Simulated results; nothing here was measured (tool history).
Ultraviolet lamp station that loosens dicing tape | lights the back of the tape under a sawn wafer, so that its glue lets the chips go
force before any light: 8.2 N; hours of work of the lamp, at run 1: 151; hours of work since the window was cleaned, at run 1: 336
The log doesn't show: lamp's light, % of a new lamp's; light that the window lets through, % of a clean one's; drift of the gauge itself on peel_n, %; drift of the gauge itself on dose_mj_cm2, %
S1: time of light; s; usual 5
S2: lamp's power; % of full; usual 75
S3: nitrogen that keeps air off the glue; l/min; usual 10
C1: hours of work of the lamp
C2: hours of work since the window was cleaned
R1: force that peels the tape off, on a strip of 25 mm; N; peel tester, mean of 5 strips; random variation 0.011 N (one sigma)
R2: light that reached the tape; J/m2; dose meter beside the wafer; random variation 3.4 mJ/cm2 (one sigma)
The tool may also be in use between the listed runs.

run 1 day=0.000 | S1=5 S2=75 S3=10 | C1=151 C2=336 | R1=0.753 R2=4350
run 2 day=0.329 | S1=5 S2=61 S3=10 | C1=155 C2=340 | R1=1.118 R2=3500
run 3 day=0.942 | S1=5 S2=61 S3=10 | C1=162 C2=347 | R1=1.126 R2=3470
run 4 day=1.296 | S1=5 S2=75 S3=10 | C1=166 C2=351 | R1=0.788 R2=4350
run 5 day=1.746 | S1=5 S2=75 S3=10 | C1=171 C2=356 | R1=0.797 R2=4250
run 6 day=2.312 | S1=5 S2=75 S3=10 | C1=177 C2=362 | R1=0.804 R2=4220

Forecast run 7:
run 7 day=2.817 | S1=5 S2=75 S3=10 | C1=182 C2=368 | R1=? R2=?

R1: 0.833 N
R2: 4190 J/m2
Without the tool's hidden state the same run would have given R1 0.506 N, R2 5430 J/m2.

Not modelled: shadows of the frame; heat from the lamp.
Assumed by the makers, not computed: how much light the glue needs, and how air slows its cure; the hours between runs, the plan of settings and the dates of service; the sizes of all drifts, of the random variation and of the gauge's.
